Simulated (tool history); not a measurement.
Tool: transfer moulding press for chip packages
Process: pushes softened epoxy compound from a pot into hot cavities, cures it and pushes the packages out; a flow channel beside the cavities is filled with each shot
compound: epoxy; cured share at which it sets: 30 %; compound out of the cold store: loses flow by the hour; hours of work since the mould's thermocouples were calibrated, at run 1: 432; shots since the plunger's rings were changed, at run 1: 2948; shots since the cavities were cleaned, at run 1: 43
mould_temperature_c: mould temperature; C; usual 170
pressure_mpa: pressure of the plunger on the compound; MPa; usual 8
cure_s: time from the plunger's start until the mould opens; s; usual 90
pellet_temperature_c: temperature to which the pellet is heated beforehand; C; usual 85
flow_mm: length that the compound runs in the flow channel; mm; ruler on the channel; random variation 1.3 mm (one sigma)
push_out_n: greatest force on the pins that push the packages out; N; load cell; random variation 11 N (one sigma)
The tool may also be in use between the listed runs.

run,hour,mould_temperature_c,pressure_mpa,cure_s,pellet_temperature_c,hours of work since the mould's thermocouples were calibrated,shots since the plunger's rings were changed,shots since the cavities were cleaned,incoming compound's hours out of the cold store,flow_mm,push_out_n
1,0,170,8,90,85,432,2948,43,25.9,856,513
2,18.6,170,9.23,90,85,443,3151,246,21.6,942,535
3,29,170,9.23,90,85,449,3264,359,48,829,510
# hour 40.4: plunger's sealing rings changed
4,49.4,170,8,90,85,459,98,554,13.4,916,563
5,64.8,170,8,90,85,467,266,722,30.8,836,529
# hour 77.2: cavities cleaned with cleaning compound and waxed
6,81.7,170,8,90,85,476,434,49,12.5,920,525
7,92.1,170,8,90,85,482,547,162,47.2,773,510
8,101.5,170,9.5,90,85,487,650,265,24.5,943,546
9,122.8,170,9.86,90,85,499,883,498,43.5,876,504
10,142.1,174,9.86,90,85,510,1093,708,37,891,431
11,153.4,170,8,90,85,516,1216,831,39,806,516
# hour 155.9: cavities cleaned with cleaning compound and waxed
12,175.8,170,8,90,85,528,1444,217,9.2,938,555
13,196.4,170,8,90,85,539,1668,441,15.6,905,552
14,213.6,170,8,90,85,549,1855,628,41.1,797,489
15,224.9,168,8,90,85,555,1979,752,41.5,799,571
# hour 233.9: cavities cleaned with cleaning compound and waxed
16,248,168,8,90,85,567,2215,154,37.3,818,564
17,258.4,178,7.44,109,87,573,2328,267,30.5,792,366
18,277.2,178,7.44,109,87,583,2533,472,21.8,829,378
19,292.3,178,7.44,109,87,592,2697,636,24,817,382
20,306.1,173,8.3,90,81,599,2848,787,12,931,466
# hour 313.2: cavities cleaned with cleaning compound and waxed
21,318.4,170,8,78,76,605,2966,57,14,911,735
22,327.7,170,8,78,76,611,3067,158,18.1,895,748
23,342.8,168,8,75,77,619,3232,323,8.1,947,971
24,351.8,168,8,75,77,624,3330,421,45.2,787,870
# hour 356.7: plunger's sealing rings changed
25,371.1,168,8,75,77,633,157,604,26.6,864,895
26,386.2,163,8.66,108,93,642,322,769,43.8,834,546
# hour 394: cavities cleaned with cleaning compound and waxed
27,397.4,176,8,116,85,647,428,37,25.3,848,373
28,410.7,170,6.06,101,81,655,573,182,46.6,675,436
29,421.2,170,6.23,86,89,660,687,296,8.9,825,572

Some steps in push_out_n between neighbouring runs. How much of each would the tool show without its hidden state too (settings, what came in, random variation), and how much is left for the hidden state, with any gauge scatter that isn't in both results?
The hidden state here: true mould temperature over the reading, C; pressure that reaches the compound, % of what is set; grip of the stained cavities, % over clean ones'; drift of the gauge itself on flow_mm, %; drift of the gauge itself on push_out_n, %.
Run 5 -> 6: cavities cleaned with cleaning compound and waxed. push_out_n -4 N: hidden state -5, all else +1.
Run 20 -> 21: mould_temperature_c 173 -> 170, pressure_mpa 8.3 -> 8, cure_s 90 -> 78, pellet_temperature_c 81 -> 76, cavities cleaned with cleaning compound and waxed. push_out_n +269 N: hidden state -4, all else +273.
Run 25 -> 26: mould_temperature_c 168 -> 163, pressure_mpa 8 -> 8.66, cure_s 75 -> 108, pellet_temperature_c 77 -> 93. push_out_n -349 N: hidden state -4, all else -345.
Run 26 -> 27: mould_temperature_c 163 -> 176, pressure_mpa 8.66 -> 8, cure_s 108 -> 116, pellet_temperature_c 93 -> 85, cavities cleaned with cleaning compound and waxed. push_out_n -173 N: hidden state -7, all else -166.
